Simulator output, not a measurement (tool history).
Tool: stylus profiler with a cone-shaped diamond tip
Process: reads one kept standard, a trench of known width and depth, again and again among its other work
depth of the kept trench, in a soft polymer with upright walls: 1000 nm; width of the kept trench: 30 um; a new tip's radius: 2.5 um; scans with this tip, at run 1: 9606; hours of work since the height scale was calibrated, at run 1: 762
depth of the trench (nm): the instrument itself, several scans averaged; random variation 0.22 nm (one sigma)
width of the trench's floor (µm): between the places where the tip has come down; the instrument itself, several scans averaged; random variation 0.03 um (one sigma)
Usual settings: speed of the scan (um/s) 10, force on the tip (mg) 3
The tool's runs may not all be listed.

| run | hour | speed of the scan (um/s) | force on the tip (mg) | scans with this tip | hours of work since the height scale was calibrated | depth of the trench (nm) | width of the trench's floor (µm) |
|---|---|---|---|---|---|---|---|
| 1 | 0 | 10 | 3 | 9606 | 762 | 1010.42 | 24.18 |
| 2 | 13.2 | 10 | 3.08 | 9735 | 772 | 1010.1 | 24.2 |
| 3 | 35.3 | 10 | 3.08 | 9953 | 789 | 1010.32 | 24.13 |
| 4 | 61 | 10 | 3.08 | 10204 | 809 | 1010.65 | 24.15 |
| 5 | 80.1 | 10 | 3.08 | 10391 | 824 | 1010.46 | 24.09 |
| 6 | 99.3 | 10 | 3.08 | 10579 | 839 | 1010.23 | 24.05 |
| 7 | 114.5 | 8 | 3 | 10727 | 851 | 1010.58 | 24.09 |
| 8 | 142.4 | 10 | 2.22 | 11002 | 873 | 1009.21 | 23.98 |
| 9 | 167.6 | 10 | 2.22 | 11248 | 892 | 1008.98 | 23.94 |
| 10 | 186.3 | 31 | 1.51 | 11431 | 907 | 1008.16 | 23.81 |
| 11 | 207.9 | 29 | 5.65 | 11642 | 923 | 1014.93 | 23.86 |
| 12 | 219.3 | 13 | 1.37 | 11755 | 932 | 1007.77 | 23.79 |
| 13 | 232.6 | 13 | 1.37 | 11885 | 943 | 1007.43 | 23.83 |
| 14 | 255.8 | 13 | 1.37 | 12111 | 961 | 1007.91 | 23.8 |
| 15 | 281.5 | 4 | 8.45 | 12364 | 981 | 1018.68 | 23.8 |
| 16 | 307.3 | 2 | 2.93 | 12616 | 1001 | 1010.81 | 23.78 |

Hidden state or all else? Some run-to-run changes of depth of the trench (nm), split into what the settings, what came in and random variation would give without the hidden state, and what is left for the hidden state (with any gauge scatter that isn't in both results):
The hidden state here: radius of the tip, um; height scale over the true one, %; drift of the gauge itself on depth_nm, %; drift of the gauge itself on floor_um, %.
Run 14 -> 15: speed of the scan (um/s) 13 -> 4, force on the tip (mg) 1.37 -> 8.45. depth of the trench (nm) +10.77: hidden state +0.1, all else +10.67.
